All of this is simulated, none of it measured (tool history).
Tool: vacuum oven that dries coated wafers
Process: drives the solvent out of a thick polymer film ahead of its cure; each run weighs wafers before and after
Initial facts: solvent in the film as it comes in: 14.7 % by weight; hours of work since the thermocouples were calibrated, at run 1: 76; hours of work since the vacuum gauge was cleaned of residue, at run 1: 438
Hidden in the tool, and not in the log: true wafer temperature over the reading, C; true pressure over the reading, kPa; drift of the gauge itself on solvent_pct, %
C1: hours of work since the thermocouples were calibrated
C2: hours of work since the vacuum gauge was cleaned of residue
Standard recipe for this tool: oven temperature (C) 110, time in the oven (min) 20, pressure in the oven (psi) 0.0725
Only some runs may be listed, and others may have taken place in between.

Run 1, day 0.000: usual settings; C1 76; C2 438. Result: solvent left in the film (%) 0.91.
Run 2, day 0.833: usual settings but time in the oven (min) 11; C1 87; C2 450. Result: solvent left in the film (%) 2.38.
Run 3, day 1.608: usual settings but time in the oven (min) 11, pressure in the oven (psi) 0.0453; C1 98; C2 460. Result: solvent left in the film (%) 2.18.
Run 4, day 2.021: usual settings but oven temperature (C) 123; C1 104; C2 466. Result: solvent left in the film (%) 0.34.
Run 5, day 2.583: usual settings but oven temperature (C) 123; C1 111; C2 474. Result: solvent left in the film (%) 0.32.
Run 6, day 3.417: usual settings; C1 123; C2 486. Result: solvent left in the film (%) 0.91.
Run 7, day 4.183: usual settings but oven temperature (C) 121; C1 134; C2 496. Result: solvent left in the film (%) 0.39.
Run 8, day 5.067: usual settings but oven temperature (C) 121, pressure in the oven (psi) 0.2457; C1 146; C2 509. Result: solvent left in the film (%) 1.14.
Run 9, day 5.858: usual settings but oven temperature (C) 121, pressure in the oven (psi) 0.2457; C1 157; C2 520. Result: solvent left in the film (%) 1.17.
Run 10, day 6.338: usual settings; C1 164; C2 526. Result: solvent left in the film (%) 0.90.
Run 11, day 6.704: usual settings; C1 169; C2 531. Result: solvent left in the film (%) 0.88.
Run 12, day 7.579: usual settings; C1 181; C2 544. Result: solvent left in the film (%) 0.88.
Run 13, day 8.117: usual settings; C1 189; C2 551. Result: solvent left in the film (%) 0.88.
Run 14, day 8.688: usual settings but time in the oven (min) 21; C1 196; C2 559. Result: solvent left in the film (%) 0.80.
Run 15, day 9.462: usual settings but time in the oven (min) 21; C1 207; C2 570. Result: solvent left in the film (%) 0.81.
Run 16, day 9.917: usual settings but time in the oven (min) 21; C1 214; C2 576. Result: solvent left in the film (%) 0.84.
Run 17, day 10.400: usual settings but time in the oven (min) 21, pressure in the oven (psi) 0.0851; C1 220; C2 583. Result: solvent left in the film (%) 0.93.
Run 18, day 10.812: usual settings but time in the oven (min) 21, pressure in the oven (psi) 0.0851; C1 226; C2 589. Result: solvent left in the film (%) 0.91.
Run 19, day 11.488: usual settings but oven temperature (C) 124, time in the oven (min) 21, pressure in the oven (psi) 0.0851; C1 235; C2 598. Result: solvent left in the film (%) 0.33.
Run 20, day 12.225: usual settings but oven temperature (C) 124, time in the oven (min) 21, pressure in the oven (psi) 0.0851; C1 246; C2 608. Result: solvent left in the film (%) 0.37.
Run 21, day 12.875: usual settings; C1 255; C2 617. Result: solvent left in the film (%) 0.93.
Run 22, day 13.321: usual settings; C1 261; C2 624. Result: solvent left in the film (%) 0.88.
Run 23, day 13.767: usual settings; C1 267; C2 630. Result: solvent left in the film (%) 0.93.
Run 24, day 14.571: usual settings; C1 278; C2 641. Result: solvent left in the film (%) 0.91.
Run 25, day 15.317: usual settings but time in the oven (min) 19, pressure in the oven (psi) 0.0364; C1 289; C2 651. Result: solvent left in the film (%) 0.74.
Run 26, day 16.029: usual settings but oven temperature (C) 106, time in the oven (min) 14; C1 299; C2 661. Result: solvent left in the film (%) 2.26.
Run 27, day 16.508: usual settings but oven temperature (C) 124, time in the oven (min) 11, pressure in the oven (psi) 0.0896; C1 305; C2 668. Result: solvent left in the film (%) 0.71.
Run 28, day 17.154: usual settings but oven temperature (C) 124, time in the oven (min) 16, pressure in the oven (psi) 0.0896; C1 314; C2 677. Result: solvent left in the film (%) 0.43.
Run 29, day 17.696: usual settings but time in the oven (min) 21, pressure in the oven (psi) 0.2055; C1 322; C2 684. Result: solvent left in the film (%) 1.72.
Run 30, day 18.358: usual settings but time in the oven (min) 21, pressure in the oven (psi) 0.2055; C1 331; C2 694. Result: solvent left in the film (%) 1.69.
Run 31, day 18.721: usual settings but oven temperature (C) 121, pressure in the oven (psi) 0.1188; C1 336; C2 699. Result: solvent left in the film (%) 0.58.
Run 32, day 19.412: usual settings but oven temperature (C) 118; C1 346; C2 708. Result: solvent left in the film (%) 0.44.
Run 33, day 20.312: usual settings but oven temperature (C) 113, time in the oven (min) 18; C1 358; C2 721. Result: solvent left in the film (%) 0.77.
Run 34, day 20.921: usual settings but oven temperature (C) 113, time in the oven (min) 23; C1 367; C2 729. Result: solvent left in the film (%) 0.59.
Run 35, day 21.371: usual settings but oven temperature (C) 113, time in the oven (min) 23; C1 373; C2 736. Result: solvent left in the film (%) 0.58.
Run 36, day 22.188: usual settings but oven temperature (C) 100, time in the oven (min) 17, pressure in the oven (psi) 0.0873; C1 384; C2 747. Result: solvent left in the film (%) 2.86.
Run 37, day 22.800: usual settings but oven temperature (C) 114, time in the oven (min) 19, pressure in the oven (psi) 0.1810; C1 393; C2 755. Result: solvent left in the film (%) 1.29.
Run 38, day 23.333: usual settings but oven temperature (C) 123, time in the oven (min) 28, pressure in the oven (psi) 0.1546; C1 400; C2 763. Result: solvent left in the film (%) 0.68.
Run 39, day 23.950: usual settings but oven temperature (C) 123, time in the oven (min) 28, pressure in the oven (psi) 0.1546; C1 409; C2 772. Result: solvent left in the film (%) 0.65.
Run 40, day 24.438: usual settings but oven temperature (C) 123, time in the oven (min) 28, pressure in the oven (psi) 0.1546; C1 416; C2 778. Result: solvent left in the film (%) 0.71.

Run 41, settings as shown, results not yet in. Your forecast:
Run 41, day 25.204: usual settings but time in the oven (min) 13, pressure in the oven (psi) 0.0777; C1 426; C2 789. Result: solvent left in the film (%) ?.

Run 41 yielded solvent left in the film (%) 1.88.
Minus the tool's unlogged condition, the same run would have read solvent left in the film (%) 1.88.

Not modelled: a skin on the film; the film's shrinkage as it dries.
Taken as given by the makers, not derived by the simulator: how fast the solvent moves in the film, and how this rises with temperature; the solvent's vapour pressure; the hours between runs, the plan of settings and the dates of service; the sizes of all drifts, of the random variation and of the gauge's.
